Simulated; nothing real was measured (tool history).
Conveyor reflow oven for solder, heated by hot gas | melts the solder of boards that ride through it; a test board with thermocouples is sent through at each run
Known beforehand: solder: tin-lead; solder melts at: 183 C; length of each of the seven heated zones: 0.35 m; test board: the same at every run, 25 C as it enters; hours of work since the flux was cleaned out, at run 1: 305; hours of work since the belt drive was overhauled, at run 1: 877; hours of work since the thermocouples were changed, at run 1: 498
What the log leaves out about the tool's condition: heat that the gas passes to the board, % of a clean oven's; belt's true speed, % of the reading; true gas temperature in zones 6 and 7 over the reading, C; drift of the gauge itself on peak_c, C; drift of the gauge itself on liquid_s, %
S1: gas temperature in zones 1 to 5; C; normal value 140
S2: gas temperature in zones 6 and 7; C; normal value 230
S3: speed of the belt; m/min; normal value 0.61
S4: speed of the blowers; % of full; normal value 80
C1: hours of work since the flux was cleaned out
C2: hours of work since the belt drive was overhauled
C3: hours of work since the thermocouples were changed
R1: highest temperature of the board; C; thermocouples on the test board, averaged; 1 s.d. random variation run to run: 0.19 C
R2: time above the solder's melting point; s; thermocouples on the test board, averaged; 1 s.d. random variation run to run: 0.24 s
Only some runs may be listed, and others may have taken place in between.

run,hour,S1,S2,S3,S4,C1,C2,C3,R1,R2
1,0,140,230,0.61,80,305,877,498,215.6,51.2
2,26.5,140,230,0.61,80,319,891,511,215.7,51.5
3,78.8,140,230,0.61,80,346,918,538,215.3,51.6
4,128.8,140,230,0.61,76,372,944,564,214.6,50.5
5,163.7,140,230,0.61,76,390,962,582,214.3,50.4
6,198.1,140,230,0.61,76,407,980,600,214.2,50.9
# hour 238.3: flux residue cleaned out of gas plates and filters
7,250.2,140,230,0.61,76,6,1005,625,216,52.5
8,302.8,140,230,0.61,76,33,1032,652,216.1,52.3
9,351.8,140,230,0.61,76,59,1057,677,216.3,51.8
# hour 375.5: thermocouples of zones 6 and 7 changed
10,381,140,230,0.61,80,73,1071,3,214.3,51.2
11,428.8,140,230,0.61,80,98,1096,28,214.7,51.3
12,456.9,140,230,0.61,80,112,1111,42,214.5,50.9
13,511.4,140,230,0.61,80,140,1139,70,214.5,51.1
14,552.4,140,230,0.61,80,162,1160,92,214,51.4
15,605.7,140,230,0.61,80,189,1188,119,214.1,51.1
16,630.8,140,230,0.61,80,202,1201,132,214.1,51.2
17,668.9,134,228,0.706,79,222,1220,152,206.6,35.6
18,714.7,136,230,0.662,80,246,1244,176,211.2,43.1
19,744.3,142,220,0.662,54,261,1259,191,195.8,26.2
20,793,142,231,0.662,62,286,1285,216,207.3,40.4
21,824.9,140,230,0.53,86,303,1301,233,219.2,64.1
22,874.6,140,230,0.578,66,328,1327,258,211.7,51.7
23,929,153,230,0.508,80,357,1355,287,220.6,73.4
24,984,127,237,0.515,78,385,1384,315,222.9,63.7
25,1037,145,237,0.617,78,413,1411,343,220.1,55.7
# hour 1067: flux residue cleaned out of gas plates and filters
26,1069.1,140,221,0.687,69,1,1425,357,201.7,33.5
27,1106.3,140,221,0.687,69,20,1444,376,201.8,33.2
28,1158.1,140,225,0.61,80,47,1471,403,211,49.7
29,1209.3,137,235,0.652,82,74,1498,429,217.7,50
30,1254.8,137,226,0.716,59,97,1521,453,199.3,27.6
31,1290.3,140,237,0.61,55,116,1540,471,212.8,48.8

Hidden condition of the tool, last listed run before each entry between runs versus first listed run after:
From run 6 to run 7: flux residue cleaned out of gas plates and filters (hour 238.3)
  heat that the gas passes to the board, % of a clean oven's: 93.6 -> 99.9; belt's true speed, % of the reading: 98.15 -> 98.1; true gas temperature in zones 6 and 7 over the reading, C: 2.29 -> 2.35
  measured less the result without the state, R1: +0.6 -> +2.5 C; R2: +1.1 -> +2.9 s
From run 9 to run 10: thermocouples of zones 6 and 7 changed (hour 375.5)
  heat that the gas passes to the board, % of a clean oven's: 99.1 -> 98.8; belt's true speed, % of the reading: 98.01 -> 97.98; true gas temperature in zones 6 and 7 over the reading, C: 2.5 -> -0.54
  measured less the result without the state, R1: +2.5 -> -0.2 C; R2: +2.9 -> +1 s
From run 25 to run 26: flux residue cleaned out of gas plates and filters (hour 1067)
  heat that the gas passes to the board, % of a clean oven's: 93.6 -> 99.8; belt's true speed, % of the reading: 97.36 -> 97.34; true gas temperature in zones 6 and 7 over the reading, C: 0.38 -> 0.41
  measured less the result without the state, R1: -0.8 -> +1.1 C; R2: +0.8 -> +2.4 s
